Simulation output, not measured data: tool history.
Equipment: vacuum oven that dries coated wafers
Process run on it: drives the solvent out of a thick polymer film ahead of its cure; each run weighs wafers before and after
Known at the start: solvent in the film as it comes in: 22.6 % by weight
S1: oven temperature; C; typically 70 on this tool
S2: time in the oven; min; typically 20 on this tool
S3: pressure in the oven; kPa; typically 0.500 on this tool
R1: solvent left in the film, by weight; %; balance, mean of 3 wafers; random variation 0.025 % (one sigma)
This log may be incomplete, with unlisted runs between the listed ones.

run 1 day=0.000 | S1=70 S2=20 S3=0.500 | R1=0.98
run 2 day=0.354 | S1=70 S2=20 S3=0.500 | R1=1.01
run 3 day=0.888 | S1=70 S2=20 S3=0.500 | R1=0.97
run 4 day=1.158 | S1=70 S2=20 S3=0.500 | R1=1.04
run 5 day=1.708 | S1=70 S2=20 S3=0.500 | R1=1.01
run 6 day=2.192 | S1=70 S2=20 S3=0.500 | R1=1.03
run 7 day=2.721 | S1=70 S2=14 S3=0.500 | R1=2.17
run 8 day=3.025 | S1=70 S2=12 S3=0.500 | R1=2.92
-- day=3.133 oven's thermocouples calibrated
run 9 day=3.396 | S1=70 S2=20 S3=0.390 | R1=0.96
run 10 day=3.862 | S1=70 S2=20 S3=0.500 | R1=1.03
run 11 day=4.121 | S1=70 S2=20 S3=0.379 | R1=1.00
run 12 day=4.450 | S1=70 S2=14 S3=0.500 | R1=2.26
-- day=4.912 oven's thermocouples calibrated, once more
run 13 day=5.058 | S1=70 S2=20 S3=0.919 | R1=1.15
run 14 day=5.417 | S1=70 S2=12 S3=0.500 | R1=2.70
run 15 day=6.000 | S1=70 S2=12 S3=0.500 | R1=2.67
run 16 day=6.450 | S1=64 S2=12 S3=0.301 | R1=5.51
run 17 day=6.771 | S1=79 S2=30 S3=0.825 | R1=0.30
run 18 day=7.283 | S1=62 S2=13 S3=1.481 | R1=6.64
run 19 day=7.583 | S1=75 S2=20 S3=0.939 | R1=0.58
run 20 day=8.100 | S1=84 S2=20 S3=0.500 | R1=0.17
run 21 day=8.496 | S1=84 S2=20 S3=0.500 | R1=0.17
run 22 day=8.779 | S1=84 S2=20 S3=0.500 | R1=0.18
run 23 day=9.096 | S1=84 S2=20 S3=0.335 | R1=0.17
run 24 day=9.658 | S1=84 S2=20 S3=0.335 | R1=0.10
run 25 day=10.088 | S1=75 S2=23 S3=1.959 | R1=0.87
run 26 day=10.542 | S1=65 S2=29 S3=0.756 | R1=1.28
run 27 day=10.842 | S1=77 S2=23 S3=0.500 | R1=0.25
run 28 day=11.358 | S1=59 S2=23 S3=1.241 | R1=4.78

Results for each run, recomputed without the tool's hidden state and with each run's random variation untouched:
The tool's hidden condition here consists of: true wafer temperature over the reading, C; true pressure over the reading, kPa; drift of the gauge itself on solvent_pct, %.
run=1 R1=0.89
run=2 R1=0.92
run=3 R1=0.88
run=4 R1=0.94
run=5 R1=0.91
run=6 R1=0.93
run=7 R1=2.04
run=8 R1=2.78
run=9 R1=0.84
run=10 R1=0.91
run=11 R1=0.88
run=12 R1=2.09
run=13 R1=1.14
run=14 R1=2.76
run=15 R1=2.72
run=16 R1=5.60
run=17 R1=0.25
run=18 R1=6.72
run=19 R1=0.53
run=20 R1=0.12
run=21 R1=0.12
run=22 R1=0.13
run=23 R1=0.12
run=24 R1=0.05
run=25 R1=0.80
run=26 R1=1.22
run=27 R1=0.18
run=28 R1=4.78
